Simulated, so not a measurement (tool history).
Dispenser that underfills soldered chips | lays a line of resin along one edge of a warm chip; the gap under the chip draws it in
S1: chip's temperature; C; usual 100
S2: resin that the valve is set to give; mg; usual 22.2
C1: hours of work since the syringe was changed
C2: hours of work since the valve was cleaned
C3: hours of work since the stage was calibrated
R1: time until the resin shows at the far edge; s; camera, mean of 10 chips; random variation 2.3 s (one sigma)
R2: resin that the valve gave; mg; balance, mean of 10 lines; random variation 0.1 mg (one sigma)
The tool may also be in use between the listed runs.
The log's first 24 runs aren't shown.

run	hour	S1	S2	C1	C2	C3	R1	R2
# hour 192.5: new syringe of resin
25	197.5	108	25.1	4	40	433	191.2	24.56
26	205.0	102	24.8	9	45	438	339.1	23.84
# hour 209.1: new syringe of resin
27	216.0	100	27.8	5	53	446	277.0	26.64
28	220.6	103	19.8	8	56	449	321.6	18.99
# hour 225.8: new syringe of resin
29	228.4	107	22.5	2	61	454	174.4	21.52
30	238.3	112	25.2	9	69	462	221.6	24.02
# hour 242.8: new syringe of resin
31	248.2	97	23.9	4	75	468	291.4	22.67
# hour 254.8: dispensing valve cleaned and set on the balance
32	259.5	89	22.1	11	3	476	677.6	21.98

4 ways to go on from here, each from the tool as it stands after run 32. What would each give?
# hour 260.6: new syringe of resin
A	266.8	88	20.2	4	8	481	?	?
# hour 260.6: new syringe of resin
B	266.8	93	21.2	4	8	481	?	?
# hour 260.6: new syringe of resin
C	266.8	89	24.0	4	8	481	?	?
# hour 260.6: new syringe of resin
D	266.8	89	22.0	4	8	481	?	?

run	R1	R2
A	461.1	20.01
B	369.2	20.96
C	437.1	23.86
D	437.8	22.05
Without the tool's hidden state the same runs would have given:
run	R1	R2
A	386.3	20.16
B	308.4	21.12
C	366.2	24.03
D	366.7	22.21
